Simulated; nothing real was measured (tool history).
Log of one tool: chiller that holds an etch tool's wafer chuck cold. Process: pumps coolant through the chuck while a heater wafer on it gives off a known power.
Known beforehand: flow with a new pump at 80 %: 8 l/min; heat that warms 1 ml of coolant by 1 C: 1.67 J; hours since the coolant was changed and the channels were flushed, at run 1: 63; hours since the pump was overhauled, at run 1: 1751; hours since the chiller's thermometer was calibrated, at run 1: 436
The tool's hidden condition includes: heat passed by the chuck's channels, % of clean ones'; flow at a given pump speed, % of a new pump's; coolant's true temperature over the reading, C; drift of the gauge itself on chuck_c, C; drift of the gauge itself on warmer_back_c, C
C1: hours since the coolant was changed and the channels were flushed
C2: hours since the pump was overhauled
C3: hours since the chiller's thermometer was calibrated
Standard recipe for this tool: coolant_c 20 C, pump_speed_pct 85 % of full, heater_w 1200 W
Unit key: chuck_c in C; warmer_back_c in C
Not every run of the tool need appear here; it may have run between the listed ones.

{"run": 1, "hour": 0.0, "coolant_c": 20, "pump_speed_pct": 85, "heater_w": 1200, "C1": 63, "C2": 1751, "C3": 436, "chuck_c": 32.5, "warmer_back_c": 5.06}
{"run": 2, "hour": 28.2, "coolant_c": 20, "pump_speed_pct": 85, "heater_w": 1461, "C1": 91, "C2": 1779, "C3": 464, "chuck_c": 35.3, "warmer_back_c": 6.23}
{"run": 3, "hour": 57.8, "coolant_c": 20, "pump_speed_pct": 85, "heater_w": 1200, "C1": 121, "C2": 1808, "C3": 494, "chuck_c": 32.4, "warmer_back_c": 5.1}
{"run": 4, "hour": 90.6, "coolant_c": 20, "pump_speed_pct": 85, "heater_w": 1200, "C1": 153, "C2": 1841, "C3": 527, "chuck_c": 32.4, "warmer_back_c": 5.09}
{"run": 5, "hour": 120.4, "coolant_c": 20, "pump_speed_pct": 85, "heater_w": 1200, "C1": 183, "C2": 1871, "C3": 556, "chuck_c": 32.5, "warmer_back_c": 5.13}
{"run": 6, "hour": 160.7, "coolant_c": 20, "pump_speed_pct": 85, "heater_w": 1200, "C1": 223, "C2": 1911, "C3": 597, "chuck_c": 32.4, "warmer_back_c": 5.13}
{"run": 7, "hour": 189.3, "coolant_c": 20, "pump_speed_pct": 85, "heater_w": 1200, "C1": 252, "C2": 1940, "C3": 625, "chuck_c": 32.4, "warmer_back_c": 5.19}
{"run": 8, "hour": 216.7, "coolant_c": 20, "pump_speed_pct": 85, "heater_w": 1055, "C1": 279, "C2": 1967, "C3": 653, "chuck_c": 30.8, "warmer_back_c": 4.57}
{"run": 9, "hour": 263.4, "coolant_c": 28, "pump_speed_pct": 72, "heater_w": 732, "C1": 326, "C2": 2014, "C3": 699, "chuck_c": 36.5, "warmer_back_c": 3.77}
{"run": 10, "hour": 295.4, "coolant_c": 18, "pump_speed_pct": 85, "heater_w": 797, "C1": 358, "C2": 2046, "C3": 731, "chuck_c": 26.2, "warmer_back_c": 3.54}
{"run": 11, "hour": 329.9, "coolant_c": 18, "pump_speed_pct": 85, "heater_w": 797, "C1": 393, "C2": 2081, "C3": 766, "chuck_c": 26.4, "warmer_back_c": 3.53}
{"run": 12, "hour": 368.3, "coolant_c": 24, "pump_speed_pct": 85, "heater_w": 612, "C1": 431, "C2": 2119, "C3": 804, "chuck_c": 30.4, "warmer_back_c": 2.77}
{"run": 13, "hour": 421.9, "coolant_c": 24, "pump_speed_pct": 85, "heater_w": 612, "C1": 485, "C2": 2173, "C3": 858, "chuck_c": 30.3, "warmer_back_c": 2.77}

Forecast each of these 3 alternatives for the next run:
{"run": "A", "hour": 463.9, "coolant_c": 13, "pump_speed_pct": 85, "heater_w": 1258, "C1": 527, "C2": 2215, "C3": 900, "chuck_c": "?", "warmer_back_c": "?"}
{"run": "B", "hour": 463.9, "coolant_c": 20, "pump_speed_pct": 85, "heater_w": 1778, "C1": 527, "C2": 2215, "C3": 900, "chuck_c": "?", "warmer_back_c": "?"}
{"run": "C", "hour": 463.9, "coolant_c": 20, "pump_speed_pct": 85, "heater_w": 878, "C1": 527, "C2": 2215, "C3": 900, "chuck_c": "?", "warmer_back_c": "?"}

run=A chuck_c=26 warmer_back_c=5.57
run=B chuck_c=38.6 warmer_back_c=7.75
run=C chuck_c=29.1 warmer_back_c=3.95
What these runs would have given with no unlogged condition in the tool:
run=A chuck_c=26 warmer_back_c=5.33
run=B chuck_c=38.6 warmer_back_c=7.51
run=C chuck_c=29.1 warmer_back_c=3.71
